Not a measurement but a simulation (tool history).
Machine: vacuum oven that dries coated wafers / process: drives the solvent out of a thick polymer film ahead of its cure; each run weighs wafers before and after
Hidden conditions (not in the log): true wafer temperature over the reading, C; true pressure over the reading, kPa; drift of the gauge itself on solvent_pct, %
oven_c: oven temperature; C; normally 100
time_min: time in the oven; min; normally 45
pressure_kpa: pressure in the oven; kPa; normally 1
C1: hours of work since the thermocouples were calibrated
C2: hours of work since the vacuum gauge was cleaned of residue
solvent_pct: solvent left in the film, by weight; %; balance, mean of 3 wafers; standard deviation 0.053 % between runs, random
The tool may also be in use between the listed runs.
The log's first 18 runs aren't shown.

{"run": 19, "hour": 1062.2, "oven_c": 89, "time_min": 31, "pressure_kpa": 1, "C1": 61, "C2": 1726, "solvent_pct": 8.59}
{"run": 20, "hour": 1117.4, "oven_c": 89, "time_min": 31, "pressure_kpa": 1, "C1": 85, "C2": 1750, "solvent_pct": 8.4}
{"run": 21, "hour": 1184.6, "oven_c": 89, "time_min": 31, "pressure_kpa": 1, "C1": 114, "C2": 1779, "solvent_pct": 8.39}
{"run": 22, "hour": 1252.6, "oven_c": 89, "time_min": 31, "pressure_kpa": 1, "C1": 143, "C2": 1808, "solvent_pct": 8.45}
{"run": 23, "hour": 1331.2, "oven_c": 100, "time_min": 58, "pressure_kpa": 3.45, "C1": 177, "C2": 1841, "solvent_pct": 4.16}
{"run": 24, "hour": 1381.6, "oven_c": 96, "time_min": 31, "pressure_kpa": 1.71, "C1": 198, "C2": 1863, "solvent_pct": 6.72}
{"run": 25, "hour": 1427.5, "oven_c": 92, "time_min": 73, "pressure_kpa": 3.33, "C1": 218, "C2": 1883, "solvent_pct": 5.87}
{"run": 26, "hour": 1496.1, "oven_c": 98, "time_min": 51, "pressure_kpa": 0.68, "C1": 247, "C2": 1912, "solvent_pct": 3.15}
{"run": 27, "hour": 1531.6, "oven_c": 104, "time_min": 27, "pressure_kpa": 1.89, "C1": 263, "C2": 1927, "solvent_pct": 4.78}
{"run": 28, "hour": 1613.1, "oven_c": 100, "time_min": 45, "pressure_kpa": 0.7, "C1": 298, "C2": 1962, "solvent_pct": 3.04}
{"run": 29, "hour": 1661.2, "oven_c": 88, "time_min": 45, "pressure_kpa": 1, "C1": 318, "C2": 1983, "solvent_pct": 7.05}
{"run": 30, "hour": 1729.0, "oven_c": 101, "time_min": 28, "pressure_kpa": 1.6, "C1": 347, "C2": 2012, "solvent_pct": 5.44}
{"run": 31, "hour": 1780.9, "oven_c": 111, "time_min": 45, "pressure_kpa": 3.25, "C1": 370, "C2": 2034, "solvent_pct": 2.31}

Below are 4 alternative next runs, each starting from the tool's condition after run 31. Predict each:
{"run": "A", "hour": 1823.1, "oven_c": 113, "time_min": 27, "pressure_kpa": 2.31, "C1": 388, "C2": 2052, "solvent_pct": "?"}
{"run": "B", "hour": 1823.1, "oven_c": 91, "time_min": 45, "pressure_kpa": 3.89, "C1": 388, "C2": 2052, "solvent_pct": "?"}
{"run": "C", "hour": 1823.1, "oven_c": 111, "time_min": 80, "pressure_kpa": 1, "C1": 388, "C2": 2052, "solvent_pct": "?"}
{"run": "D", "hour": 1823.1, "oven_c": 102, "time_min": 45, "pressure_kpa": 2.2, "C1": 388, "C2": 2052, "solvent_pct": "?"}

run=A solvent_pct=2.69
run=B solvent_pct=8.45
run=C solvent_pct=0.82
run=D solvent_pct=3.53
What these runs would have given with no unlogged condition in the tool:
run=A solvent_pct=2.68
run=B solvent_pct=8.43
run=C solvent_pct=0.8
run=D solvent_pct=3.52

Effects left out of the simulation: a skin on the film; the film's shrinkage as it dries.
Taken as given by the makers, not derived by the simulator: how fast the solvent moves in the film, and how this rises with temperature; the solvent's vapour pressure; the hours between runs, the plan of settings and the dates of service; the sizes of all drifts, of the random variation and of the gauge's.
